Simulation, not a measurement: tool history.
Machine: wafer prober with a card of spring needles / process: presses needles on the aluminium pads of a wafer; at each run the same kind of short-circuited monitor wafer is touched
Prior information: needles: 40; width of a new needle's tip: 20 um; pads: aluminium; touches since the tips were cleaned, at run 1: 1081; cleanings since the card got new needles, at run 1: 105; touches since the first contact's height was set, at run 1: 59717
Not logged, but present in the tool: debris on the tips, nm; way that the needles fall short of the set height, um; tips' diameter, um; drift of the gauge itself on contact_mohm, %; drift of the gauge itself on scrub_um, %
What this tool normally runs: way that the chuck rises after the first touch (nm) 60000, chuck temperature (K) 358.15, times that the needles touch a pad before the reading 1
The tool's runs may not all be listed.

run,day,way that the chuck rises after the first touch (nm),chuck temperature (K),times that the needles touch a pad before the reading,touches since the tips were cleaned,cleanings since the card got new needles,touches since the first contact's height was set,resistance of one needle with its contact and lead (mohm),way that a needle slides on the pad (nm)
1,0,60000,358.15,1,1081,105,59717,270,13200
# day 0.558: tips cleaned on abrasive film
2,1.054,60000,358.15,1,5371,106,71129,303,13120
# day 1.154: tips cleaned on abrasive film
# day 1.858: tips cleaned on abrasive film
# day 2.483: tips cleaned on abrasive film
# day 3.188: tips cleaned on abrasive film
3,3.396,60000,358.15,1,2252,110,96382,291,13060
# day 3.783: tips cleaned on abrasive film
# day 4.483: tips cleaned on abrasive film
# day 5.054: tips cleaned on abrasive film
4,5.4,60000,358.15,1,3747,113,118029,299,12980
# day 5.508: height of the first contact set anew
# day 5.654: tips cleaned on abrasive film
# day 6.329: tips cleaned on abrasive film
# day 6.938: tips cleaned on abrasive film
5,7.254,60000,358.15,1,3460,116,18831,293,13290
# day 7.646: tips cleaned on abrasive film
# day 8.342: tips cleaned on abrasive film
# day 9.038: tips cleaned on abrasive film
6,9.175,48000,358.15,1,1470,119,39548,303,10570
# day 9.746: tips cleaned on abrasive film
# day 10.3: tips cleaned on abrasive film, once more
# day 10.875: tips cleaned on abrasive film
7,11.25,48000,358.15,1,4100,122,61990,328,10510
# day 11.538: tips cleaned on abrasive film
# day 12.158: tips cleaned on abrasive film
# day 12.842: tips cleaned on abrasive film
8,13.096,60000,358.15,1,2734,125,81880,291,13100
# day 13.508: tips cleaned on abrasive film
# day 14.079: tips cleaned on abrasive film
# day 14.796: tips cleaned on abrasive film
9,15.275,60000,303.15,1,5221,128,105445,293,13090
# day 15.421: tips cleaned on abrasive film
# day 16.125: tips cleaned on abrasive film
10,16.388,60000,303.15,1,2850,130,117443,283,13010
# day 16.542: height of the first contact set anew
# day 16.8: tips cleaned on abrasive film
# day 17.467: tips cleaned on abrasive film
# day 18.179: tips cleaned on abrasive film
11,18.708,60000,303.15,1,5755,133,23388,290,13240
# day 18.854: tips cleaned on abrasive film
# day 19.492: tips cleaned on abrasive film
# day 20.1: tips cleaned on abrasive film
12,20.608,60000,358.15,3,5516,136,43900,271,13230
# day 20.746: tips cleaned on abrasive film
# day 21.425: tips cleaned on abrasive film
# day 22.121: tips cleaned on abrasive film
13,22.121,67000,358.15,2,23,139,60235,252,14740
# day 22.779: tips cleaned on abrasive film
14,23.312,67000,358.15,2,5798,140,73105,273,14760
# day 23.458: tips cleaned on abrasive film
# day 24.129: tips cleaned on abrasive film
15,24.475,46000,358.15,2,3785,142,85668,303,10000

Expected results for the next run?
# day 24.754: tips cleaned on abrasive film
# day 25.417: tips cleaned on abrasive film
# day 26.088: tips cleaned on abrasive film
16,26.429,47000,302.15,1,3713,145,106749,?,?

Run 16 gave resistance of one needle with its contact and lead (mohm) 331, way that a needle slides on the pad (nm) 10170.
Had the tool carried no hidden state, the very same run would have given resistance of one needle with its contact and lead (mohm) 235, way that a needle slides on the pad (nm) 10450.

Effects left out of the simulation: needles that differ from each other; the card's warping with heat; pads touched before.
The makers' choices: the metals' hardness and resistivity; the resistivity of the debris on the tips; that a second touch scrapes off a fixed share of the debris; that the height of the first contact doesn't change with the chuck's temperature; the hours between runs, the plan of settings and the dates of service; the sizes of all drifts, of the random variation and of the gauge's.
